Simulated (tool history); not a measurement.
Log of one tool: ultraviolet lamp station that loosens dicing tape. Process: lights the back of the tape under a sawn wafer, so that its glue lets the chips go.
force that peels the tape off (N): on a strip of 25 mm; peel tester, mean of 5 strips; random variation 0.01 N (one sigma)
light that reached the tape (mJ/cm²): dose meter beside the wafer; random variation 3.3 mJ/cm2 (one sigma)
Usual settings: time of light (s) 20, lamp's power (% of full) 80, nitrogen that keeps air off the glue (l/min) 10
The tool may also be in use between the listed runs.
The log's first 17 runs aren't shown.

run    hour  time of light (s)  lamp's power (% of full)  nitrogen that keeps air off the glue (l/min)  force that peels the tape off (N)  light that reached the tape (mJ/cm²)
 18     797                 20                        80                                             7                              0.777                                   466
 19     864                 20                        80                                             7                              0.791                                   458
 20   925.8                 20                        80                                             7                              0.819                                   450
 21   986.5                 20                        80                                            10                              0.648                                   441
 22  1055.9                 12                        61                                            10                              2.474                                   198
 23  1086.3                 20                        65                                             4                              1.911                                   343
 24  1136.6                 20                        65                                             4                              1.905                                   340
 25  1166.5                 20                        65                                             4                              1.961                                   340
     1173.6  -- window cleaned of glue's vapour
 26  1206.5                 20                        65                                             4                              1.654                                   382
 27  1245.4                 20                        65                                             4                              1.615                                   378
 28  1289.5                 17                        93                                            10                              0.606                                   450

Forecast run 29:
 29  1351.7                 17                        93                                            10                                  ?                                     ?

force that peels the tape off (N): 0.627
light that reached the tape (mJ/cm²): 448
Without the tool's hidden state the same run would have given force that peels the tape off (N) 0.457, light that reached the tape (mJ/cm²) 518.
